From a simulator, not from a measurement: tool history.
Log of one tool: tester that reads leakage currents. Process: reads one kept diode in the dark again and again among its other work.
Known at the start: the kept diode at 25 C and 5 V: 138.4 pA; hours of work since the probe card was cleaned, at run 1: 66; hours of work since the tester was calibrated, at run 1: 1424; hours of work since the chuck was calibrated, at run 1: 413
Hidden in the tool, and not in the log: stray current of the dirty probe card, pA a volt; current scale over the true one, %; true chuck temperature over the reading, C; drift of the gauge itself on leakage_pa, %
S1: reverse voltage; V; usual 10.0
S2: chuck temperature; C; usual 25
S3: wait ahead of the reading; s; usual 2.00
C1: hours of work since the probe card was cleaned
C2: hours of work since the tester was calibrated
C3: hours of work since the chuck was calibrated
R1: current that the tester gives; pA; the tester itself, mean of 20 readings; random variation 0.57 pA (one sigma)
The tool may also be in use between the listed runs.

run 1 hour=0.0 | S1=10.0 S2=25 S3=2.00 | C1=66 C2=1424 C3=413 | R1=199.10
run 2 hour=164.3 | S1=10.0 S2=25 S3=2.00 | C1=134 C2=1492 C3=480 | R1=201.98
run 3 hour=303.7 | S1=10.0 S2=25 S3=2.00 | C1=192 C2=1549 C3=538 | R1=203.31
run 4 hour=465.1 | S1=10.0 S2=25 S3=2.00 | C1=258 C2=1616 C3=605 | R1=207.47
run 5 hour=705.9 | S1=10.0 S2=25 S3=2.00 | C1=358 C2=1715 C3=704 | R1=211.99
run 6 hour=929.0 | S1=10.0 S2=25 S3=2.00 | C1=450 C2=1807 C3=796 | R1=214.76
run 7 hour=1104.1 | S1=10.0 S2=25 S3=2.00 | C1=522 C2=1880 C3=868 | R1=217.59
run 8 hour=1342.5 | S1=10.0 S2=25 S3=0.33 | C1=620 C2=1978 C3=967 | R1=230.08
-- hour=1489.1 tester calibrated
run 9 hour=1573.3 | S1=10.0 S2=25 S3=0.33 | C1=715 C2=35 C3=1061 | R1=229.60
run 10 hour=1792.8 | S1=10.0 S2=28 S3=2.00 | C1=805 C2=125 C3=1151 | R1=290.77
run 11 hour=1924.4 | S1=10.0 S2=28 S3=2.00 | C1=859 C2=180 C3=1206 | R1=294.36
run 12 hour=2132.1 | S1=10.0 S2=28 S3=2.00 | C1=945 C2=265 C3=1292 | R1=296.77
run 13 hour=2323.4 | S1=10.0 S2=28 S3=2.00 | C1=1024 C2=344 C3=1370 | R1=303.45
-- hour=2460.4 probe card cleaned and baked
run 14 hour=2531.3 | S1=10.0 S2=28 S3=2.00 | C1=29 C2=429 C3=1455 | R1=281.23
run 15 hour=2731.8 | S1=10.0 S2=28 S3=2.00 | C1=112 C2=511 C3=1538 | R1=282.39
run 16 hour=2920.1 | S1=1.4 S2=23 S3=2.00 | C1=190 C2=589 C3=1615 | R1=72.83
-- hour=3035.6 chuck's temperature calibrated
run 17 hour=3133.3 | S1=3.3 S2=32 S3=5.18 | C1=277 C2=676 C3=40 | R1=226.30
run 18 hour=3303.1 | S1=3.5 S2=29 S3=1.61 | C1=347 C2=746 C3=110 | R1=179.06
run 19 hour=3469.6 | S1=3.1 S2=31 S3=1.94 | C1=416 C2=815 C3=179 | R1=203.86
run 20 hour=3611.9 | S1=17.3 S2=25 S3=8.82 | C1=474 C2=874 C3=238 | R1=270.54
run 21 hour=3822.1 | S1=17.3 S2=25 S3=8.82 | C1=561 C2=961 C3=325 | R1=276.09
run 22 hour=4021.6 | S1=1.5 S2=30 S3=0.97 | C1=643 C2=1043 C3=407 | R1=137.46
run 23 hour=4222.0 | S1=1.5 S2=30 S3=0.97 | C1=726 C2=1125 C3=489 | R1=138.35
run 24 hour=4415.7 | S1=1.5 S2=37 S3=1.21 | C1=806 C2=1205 C3=569 | R1=259.79
run 25 hour=4566.6 | S1=1.2 S2=39 S3=2.00 | C1=868 C2=1268 C3=632 | R1=282.39
run 26 hour=4743.1 | S1=1.7 S2=40 S3=2.00 | C1=941 C2=1340 C3=704 | R1=362.36
run 27 hour=4933.8 | S1=3.0 S2=33 S3=2.00 | C1=1020 C2=1419 C3=783 | R1=256.52
run 28 hour=5050.9 | S1=4.0 S2=30 S3=3.70 | C1=1068 C2=1467 C3=831 | R1=227.80
-- hour=5068.0 probe card cleaned and baked
run 29 hour=5205.6 | S1=3.5 S2=27 S3=5.19 | C1=57 C2=1530 C3=894 | R1=155.12
run 30 hour=5384.8 | S1=1.5 S2=48 S3=5.95 | C1=131 C2=1604 C3=968 | R1=676.98

3 ways to go on from here, each from the tool as it stands after run 30. What would each give?
run A hour=5605.5 | S1=3.0 S2=48 S3=5.95 | C1=222 C2=1695 C3=1059 | R1=?
run B hour=5605.5 | S1=1.5 S2=42 S3=5.12 | C1=222 C2=1695 C3=1059 | R1=?
run C hour=5605.5 | S1=10.0 S2=25 S3=1.33 | C1=222 C2=1695 C3=1059 | R1=?

run=A R1=936.28
run=B R1=413.14
run=C R1=216.97
Without the tool's hidden state the same runs would have given:
run=A R1=861.15
run=B R1=378.94
run=C R1=192.77
